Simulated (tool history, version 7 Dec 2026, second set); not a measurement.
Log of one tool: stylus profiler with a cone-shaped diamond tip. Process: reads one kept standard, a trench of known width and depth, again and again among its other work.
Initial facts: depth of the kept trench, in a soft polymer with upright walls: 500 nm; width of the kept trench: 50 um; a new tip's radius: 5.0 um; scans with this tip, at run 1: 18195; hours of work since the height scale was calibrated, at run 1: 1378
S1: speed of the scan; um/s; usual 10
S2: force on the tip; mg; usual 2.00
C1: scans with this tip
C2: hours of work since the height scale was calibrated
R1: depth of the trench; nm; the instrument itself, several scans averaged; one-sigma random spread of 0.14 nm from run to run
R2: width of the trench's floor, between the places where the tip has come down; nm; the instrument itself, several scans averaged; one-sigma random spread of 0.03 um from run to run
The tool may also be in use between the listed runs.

run,hour,S1,S2,C1,C2,R1,R2
1,0.0,10,2.00,18195,1378,506.85,45560
2,47.0,10,2.00,18691,1416,506.95,45610
3,104.6,17,2.00,19299,1462,506.98,45540
4,166.2,17,2.00,19950,1511,506.80,45520
5,215.7,10,2.00,20472,1551,507.13,45650
6,248.6,10,0.78,20819,1577,503.63,45540
7,307.5,12,1.93,21441,1624,506.86,45600
8,362.6,10,4.18,22022,1668,511.21,45580
# hour 387.5: height scale calibrated on a step standard
9,401.1,40,1.33,22423,11,505.10,45460
10,467.5,2,1.78,23125,64,506.40,45570
11,512.4,6,1.89,23599,100,506.61,45560

Across each entry between runs, compare the hidden state at the last listed run before it with the hidden state at the first listed run after it:
In the gap between runs 8 and 9: height scale calibrated on a step standard (hour 387.5)
  radius of the tip, um: 5.04 -> 5.05; height scale over the true one, %: 0.004 -> 0
